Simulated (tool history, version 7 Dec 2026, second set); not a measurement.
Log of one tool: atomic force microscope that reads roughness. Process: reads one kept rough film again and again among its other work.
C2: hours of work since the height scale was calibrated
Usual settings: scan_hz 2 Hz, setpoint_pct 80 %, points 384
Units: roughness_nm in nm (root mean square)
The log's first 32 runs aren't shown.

At hour 1705.8: new tip fitted.
At hour 1758.5: new tip fitted.
Run 33, hour 1758.8: usual settings but scan_hz 1.03 Hz, setpoint_pct 81 %, points 313; pictures with this tip 1; C2 846. Result: roughness_nm 2.872 nm (root mean square).
At hour 1808.8: new tip fitted.
Run 34, hour 1811.8: usual settings but setpoint_pct 70 %; pictures with this tip 6; C2 881. Result: roughness_nm 2.892 nm (root mean square).
Run 35, hour 1855.2: usual settings but scan_hz 3.18 Hz, setpoint_pct 63 %, points 569; pictures with this tip 93; C2 911. Result: roughness_nm 2.675 nm (root mean square).
At hour 1861.9: new tip fitted.
At hour 1913.9: new tip fitted.
Run 36, hour 1915.6: usual settings but scan_hz 1.09 Hz, setpoint_pct 62 %; pictures with this tip 3; C2 951. Result: roughness_nm 2.988 nm (root mean square).
At hour 1967: new tip fitted.
Run 37, hour 1997.4: usual settings but scan_hz 2.89 Hz, setpoint_pct 58 %, points 647; pictures with this tip 60; C2 1005. Result: roughness_nm 2.795 nm (root mean square).
At hour 2022.9: new tip fitted.
At hour 2074.1: new tip fitted.
Run 38, hour 2074.1: usual settings but scan_hz 2.89 Hz, setpoint_pct 58 %, points 647; pictures with this tip 0; C2 1056. Result: roughness_nm 2.955 nm (root mean square).
At hour 2125.2: new tip fitted.
Run 39, hour 2144.3: usual settings but scan_hz 3.39 Hz; pictures with this tip 38; C2 1103. Result: roughness_nm 2.511 nm (root mean square).
At hour 2176.9: new tip fitted.
Run 40, hour 2203.4: usual settings but scan_hz 0.62 Hz, setpoint_pct 87 %; pictures with this tip 53; C2 1143. Result: roughness_nm 2.802 nm (root mean square).
At hour 2227.2: new tip fitted.
Run 41, hour 2261.4: usual settings but scan_hz 0.56 Hz, setpoint_pct 82 %; pictures with this tip 68; C2 1182. Result: roughness_nm 2.791 nm (root mean square).
At hour 2281.8: new tip fitted.
Run 42, hour 2315: usual settings but scan_hz 1.43 Hz, points 561; pictures with this tip 66; C2 1217. Result: roughness_nm 2.697 nm (root mean square).

Forecast each of these 4 alternatives for the next run:
At hour 2332.5: new tip fitted.
At hour 2382.5: new tip fitted.
Run A, hour 2386.9: usual settings but scan_hz 0.84 Hz, setpoint_pct 81 %; pictures with this tip 8; C2 1265. Result: roughness_nm ?.
At hour 2332.5: new tip fitted.
At hour 2382.5: new tip fitted.
Run B, hour 2386.9: usual settings but scan_hz 3.04 Hz, setpoint_pct 58 %; pictures with this tip 8; C2 1265. Result: roughness_nm ?.
At hour 2332.5: new tip fitted.
At hour 2382.5: new tip fitted.
Run C, hour 2386.9: usual settings but scan_hz 3.11 Hz, points 810; pictures with this tip 8; C2 1265. Result: roughness_nm ?.
At hour 2332.5: new tip fitted.
At hour 2382.5: new tip fitted.
Run D, hour 2386.9: usual settings but scan_hz 1.05 Hz, setpoint_pct 87 %, points 415; pictures with this tip 8; C2 1265. Result: roughness_nm ?.

run  roughness_nm
  A         2.927
  B         2.921
  C         2.612
  D         2.826
Without the tool's hidden state the same runs would have given:
run  roughness_nm
  A         2.945
  B         2.939
  C         2.629
  D         2.844

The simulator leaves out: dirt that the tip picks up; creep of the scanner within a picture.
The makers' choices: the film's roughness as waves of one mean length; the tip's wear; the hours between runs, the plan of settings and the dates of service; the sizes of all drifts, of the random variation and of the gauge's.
